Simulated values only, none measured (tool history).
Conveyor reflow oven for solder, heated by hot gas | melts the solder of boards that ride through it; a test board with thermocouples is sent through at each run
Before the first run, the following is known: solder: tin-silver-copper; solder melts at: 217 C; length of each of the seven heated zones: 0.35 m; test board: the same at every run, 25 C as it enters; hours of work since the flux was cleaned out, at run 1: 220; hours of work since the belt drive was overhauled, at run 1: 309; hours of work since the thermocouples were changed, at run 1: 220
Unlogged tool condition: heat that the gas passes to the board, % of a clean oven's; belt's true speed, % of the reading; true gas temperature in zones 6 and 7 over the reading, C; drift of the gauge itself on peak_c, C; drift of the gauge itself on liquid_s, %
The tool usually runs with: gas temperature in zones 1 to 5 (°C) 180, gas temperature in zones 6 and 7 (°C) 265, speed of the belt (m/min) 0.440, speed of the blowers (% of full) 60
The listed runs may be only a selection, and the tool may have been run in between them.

| run | day | gas temperature in zones 1 to 5 (°C) | gas temperature in zones 6 and 7 (°C) | speed of the belt (m/min) | speed of the blowers (% of full) | hours of work since the flux was cleaned out | hours of work since the belt drive was overhauled | hours of work since the thermocouples were changed | highest temperature of the board (°C) | time above the solder's melting point (s) |
|---|---|---|---|---|---|---|---|---|---|---|
| 1 | 0.000 | 180 | 265 | 0.440 | 60 | 220 | 309 | 220 | 247.2 | 68.4 |
|  | 0.512 | flux residue cleaned out of gas plates and filters |
| 2 | 1.088 | 180 | 265 | 0.436 | 60 | 7 | 320 | 231 | 246.0 | 67.6 |
| 3 | 2.554 | 180 | 265 | 0.440 | 60 | 26 | 339 | 250 | 245.8 | 66.2 |
| 4 | 3.558 | 180 | 265 | 0.440 | 60 | 39 | 352 | 263 | 245.2 | 66.1 |
| 5 | 4.554 | 180 | 275 | 0.440 | 60 | 52 | 365 | 276 | 253.8 | 74.2 |
| 6 | 5.292 | 180 | 275 | 0.440 | 60 | 61 | 374 | 285 | 253.7 | 74.5 |
| 7 | 6.471 | 180 | 265 | 0.388 | 60 | 77 | 389 | 300 | 249.2 | 81.2 |
|  | 7.200 | flux residue cleaned out of gas plates and filters, once more |
| 8 | 7.712 | 180 | 265 | 0.388 | 60 | 7 | 403 | 314 | 252.1 | 86.0 |
| 9 | 9.008 | 180 | 265 | 0.440 | 75 | 23 | 419 | 330 | 252.5 | 76.0 |
| 10 | 10.042 | 185 | 261 | 0.491 | 53 | 37 | 433 | 344 | 240.3 | 55.3 |
| 11 | 11.708 | 176 | 265 | 0.428 | 86 | 58 | 454 | 365 | 254.3 | 78.9 |
| 12 | 12.471 | 175 | 265 | 0.420 | 60 | 68 | 464 | 375 | 248.8 | 72.6 |
| 13 | 13.292 | 175 | 265 | 0.420 | 60 | 78 | 474 | 385 | 248.6 | 72.3 |
| 14 | 14.288 | 175 | 265 | 0.420 | 60 | 91 | 487 | 398 | 248.7 | 71.9 |
| 15 | 15.733 | 180 | 265 | 0.440 | 62 | 110 | 506 | 417 | 248.5 | 71.5 |
| 16 | 17.079 | 180 | 263 | 0.520 | 60 | 127 | 523 | 434 | 240.5 | 49.9 |
| 17 | 18.500 | 177 | 263 | 0.523 | 62 | 145 | 541 | 452 | 239.7 | 48.1 |
| 18 | 19.675 | 179 | 265 | 0.440 | 60 | 160 | 556 | 467 | 247.5 | 69.2 |

Here are 3 independent what-if runs from the current tool condition. What would each one return?
| A | 21.175 | 182 | 265 | 0.440 | 60 | 180 | 576 | 487 | ? | ? |
| B | 21.175 | 181 | 265 | 0.448 | 60 | 180 | 576 | 487 | ? | ? |
| C | 21.175 | 179 | 257 | 0.515 | 60 | 180 | 576 | 487 | ? | ? |

| run | highest temperature of the board (°C) | time above the solder's melting point (s) |
|---|---|---|
| A | 247.6 | 71.3 |
| B | 246.8 | 68.8 |
| C | 235.5 | 43.4 |
Stripped of hidden state, with their random variation kept, the same runs would have yielded:
| run | highest temperature of the board (°C) | time above the solder's melting point (s) |
|---|---|---|
| A | 249.3 | 72.2 |
| B | 248.5 | 69.8 |
| C | 237.2 | 45.5 |
